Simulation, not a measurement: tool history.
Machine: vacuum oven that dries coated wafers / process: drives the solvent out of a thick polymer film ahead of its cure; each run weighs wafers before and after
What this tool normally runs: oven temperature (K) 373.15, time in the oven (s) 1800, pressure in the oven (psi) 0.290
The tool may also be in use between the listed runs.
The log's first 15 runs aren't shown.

run	hour	oven temperature (K)	time in the oven (s)	pressure in the oven (psi)	solvent left in the film (%)
16	1235.9	373.15	1800	0.290	3.50
# hour 1290.2: vacuum gauge cleaned of residue and calibrated, once more
17	1349.0	373.15	1800	0.290	3.06
18	1441.4	384.15	1380	0.609	3.75
19	1519.2	384.15	1380	0.609	3.82
20	1625.4	384.15	1380	0.609	3.80
21	1747.2	384.15	1380	0.609	3.90
22	1865.4	384.15	1380	0.609	3.88
23	1981.6	373.15	1320	1.083	10.23
24	2085.0	373.15	1320	0.360	4.39
25	2153.0	373.15	1320	0.360	4.39
26	2266.1	373.15	1320	0.360	4.49
27	2323.2	380.15	1560	0.164	1.62
28	2445.7	380.15	1560	0.164	1.71
29	2533.0	385.15	1560	0.149	1.19
30	2595.0	373.15	1440	0.290	3.86
31	2680.2	359.15	2040	0.998	11.95
32	2790.9	374.15	1800	0.323	3.74
33	2889.3	371.15	2700	0.801	8.51

Here are 5 independent what-if runs from the current tool condition. What would each one return?
A	2967.4	369.15	1020	0.895	?
B	2967.4	373.15	1800	0.801	?
C	2967.4	375.15	3060	0.290	?
D	2967.4	369.15	2700	0.225	?
E	2967.4	372.15	1800	0.848	?

run	solvent left in the film (%)
A	10.65
B	8.09
C	3.07
D	3.39
E	8.91
What these runs would have given with no unlogged condition in the tool:
run	solvent left in the film (%)
A	9.78
B	7.21
C	2.45
D	2.59
E	7.99
